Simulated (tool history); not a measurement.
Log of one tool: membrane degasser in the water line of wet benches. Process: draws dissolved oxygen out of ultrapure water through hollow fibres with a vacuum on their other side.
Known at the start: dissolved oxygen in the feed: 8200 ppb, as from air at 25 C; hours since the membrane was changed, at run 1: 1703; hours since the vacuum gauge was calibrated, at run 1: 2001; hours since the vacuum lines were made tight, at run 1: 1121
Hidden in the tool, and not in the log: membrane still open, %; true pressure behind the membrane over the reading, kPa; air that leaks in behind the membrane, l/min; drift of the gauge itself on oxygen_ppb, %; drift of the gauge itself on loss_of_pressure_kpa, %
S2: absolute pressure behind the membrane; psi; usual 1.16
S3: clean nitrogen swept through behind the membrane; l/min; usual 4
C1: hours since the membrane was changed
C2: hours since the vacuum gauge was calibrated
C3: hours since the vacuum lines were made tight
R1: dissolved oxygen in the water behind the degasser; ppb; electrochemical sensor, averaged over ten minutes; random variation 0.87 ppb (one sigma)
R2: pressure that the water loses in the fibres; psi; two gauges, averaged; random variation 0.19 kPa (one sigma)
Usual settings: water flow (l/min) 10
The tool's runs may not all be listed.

{"run": 1, "hour": 0.0, "water flow (l/min)": 10, "S2": 1.16, "S3": 4, "C1": 1703, "C2": 2001, "C3": 1121, "R1": 84.7, "R2": 5.918}
{"run": 2, "hour": 179.8, "water flow (l/min)": 10, "S2": 1.16, "S3": 4, "C1": 1882, "C2": 2181, "C3": 1301, "R1": 85.1, "R2": 5.935}
{"run": 3, "hour": 393.0, "water flow (l/min)": 9, "S2": 1.16, "S3": 4, "C1": 2096, "C2": 2394, "C3": 1514, "R1": 65, "R2": 5.324}
{"run": 4, "hour": 595.9, "water flow (l/min)": 9, "S2": 1.16, "S3": 4, "C1": 2298, "C2": 2597, "C3": 1717, "R1": 64.5, "R2": 5.362}
{"run": 5, "hour": 715.8, "water flow (l/min)": 10, "S2": 1.16, "S3": 5.61, "C1": 2418, "C2": 2717, "C3": 1837, "R1": 77.2, "R2": 5.948}
{"run": 6, "hour": 864.4, "water flow (l/min)": 10, "S2": 1.16, "S3": 2.99, "C1": 2567, "C2": 2865, "C3": 1986, "R1": 94.6, "R2": 5.939}
{"run": 7, "hour": 991.5, "water flow (l/min)": 10, "S2": 1.121, "S3": 4, "C1": 2694, "C2": 2992, "C3": 2113, "R1": 85.1, "R2": 5.923}
{"run": 8, "hour": 1099.6, "water flow (l/min)": 10, "S2": 1.121, "S3": 4.95, "C1": 2802, "C2": 3100, "C3": 2221, "R1": 79.3, "R2": 5.955}
{"run": 9, "hour": 1191.0, "water flow (l/min)": 10, "S2": 0.946, "S3": 4.95, "C1": 2894, "C2": 3192, "C3": 2312, "R1": 73.7, "R2": 5.964}
{"run": 10, "hour": 1306.4, "water flow (l/min)": 10, "S2": 1.645, "S3": 4.95, "C1": 3009, "C2": 3307, "C3": 2428, "R1": 98.6, "R2": 5.945}
{"run": 11, "hour": 1410.3, "water flow (l/min)": 10, "S2": 1.16, "S3": 4, "C1": 3113, "C2": 3411, "C3": 2531, "R1": 87, "R2": 5.981}
{"run": 12, "hour": 1631.3, "water flow (l/min)": 10, "S2": 1.16, "S3": 4, "C1": 3334, "C2": 3632, "C3": 2752, "R1": 88.2, "R2": 5.955}
{"run": 13, "hour": 1853.9, "water flow (l/min)": 13, "S2": 1.16, "S3": 4, "C1": 3556, "C2": 3855, "C3": 2975, "R1": 176.5, "R2": 7.809}
{"run": 14, "hour": 2024.3, "water flow (l/min)": 13, "S2": 1.16, "S3": 4, "C1": 3727, "C2": 4025, "C3": 3145, "R1": 171.1, "R2": 7.768}
{"run": 15, "hour": 2233.1, "water flow (l/min)": 13, "S2": 1.16, "S3": 4, "C1": 3936, "C2": 4234, "C3": 3354, "R1": 174.3, "R2": 7.791}
{"run": 16, "hour": 2365.9, "water flow (l/min)": 10, "S2": 1.16, "S3": 4, "C1": 4068, "C2": 4367, "C3": 3487, "R1": 88.4, "R2": 5.947}
{"run": 17, "hour": 2584.2, "water flow (l/min)": 15, "S2": 1.993, "S3": 9.39, "C1": 4287, "C2": 4585, "C3": 3705, "R1": 249.7, "R2": 9.01}
{"run": 18, "hour": 2800.0, "water flow (l/min)": 13, "S2": 1.16, "S3": 4, "C1": 4503, "C2": 4801, "C3": 3921, "R1": 175.8, "R2": 7.81}
{"run": 19, "hour": 2928.6, "water flow (l/min)": 13, "S2": 2.464, "S3": 4.4, "C1": 4631, "C2": 4929, "C3": 4050, "R1": 236.1, "R2": 7.764}
{"run": 20, "hour": 3141.1, "water flow (l/min)": 13, "S2": 2.464, "S3": 4.4, "C1": 4844, "C2": 5142, "C3": 4262, "R1": 233.7, "R2": 7.861}
{"run": 21, "hour": 3341.4, "water flow (l/min)": 10, "S2": 1.365, "S3": 1.87, "C1": 5044, "C2": 5342, "C3": 4463, "R1": 144.3, "R2": 5.944}
{"run": 22, "hour": 3513.3, "water flow (l/min)": 12, "S2": 1.365, "S3": 1.87, "C1": 5216, "C2": 5514, "C3": 4634, "R1": 204.9, "R2": 7.198}
{"run": 23, "hour": 3623.6, "water flow (l/min)": 12, "S2": 1.365, "S3": 1.87, "C1": 5326, "C2": 5624, "C3": 4745, "R1": 207.5, "R2": 7.262}
{"run": 24, "hour": 3742.3, "water flow (l/min)": 7, "S2": 2.277, "S3": 1.87, "C1": 5445, "C2": 5743, "C3": 4863, "R1": 132, "R2": 4.237}
{"run": 25, "hour": 3845.0, "water flow (l/min)": 10, "S2": 1.16, "S3": 2.58, "C1": 5548, "C2": 5846, "C3": 4966, "R1": 110.4, "R2": 6.044}
{"run": 26, "hour": 4050.6, "water flow (l/min)": 9, "S2": 1.369, "S3": 2.82, "C1": 5753, "C2": 6051, "C3": 5172, "R1": 91.8, "R2": 5.446}

The next listed run, before its measurement:
{"run": 27, "hour": 4175.5, "water flow (l/min)": 11, "S2": 1.369, "S3": 1.8, "C1": 5878, "C2": 6176, "C3": 5297, "R1": "?", "R2": "?"}

Run 27 gave R1 178.2 ppb, R2 6.678 psi.
Without the tool's hidden state the same run would have given R1 162.5 ppb, R2 6.482 psi.

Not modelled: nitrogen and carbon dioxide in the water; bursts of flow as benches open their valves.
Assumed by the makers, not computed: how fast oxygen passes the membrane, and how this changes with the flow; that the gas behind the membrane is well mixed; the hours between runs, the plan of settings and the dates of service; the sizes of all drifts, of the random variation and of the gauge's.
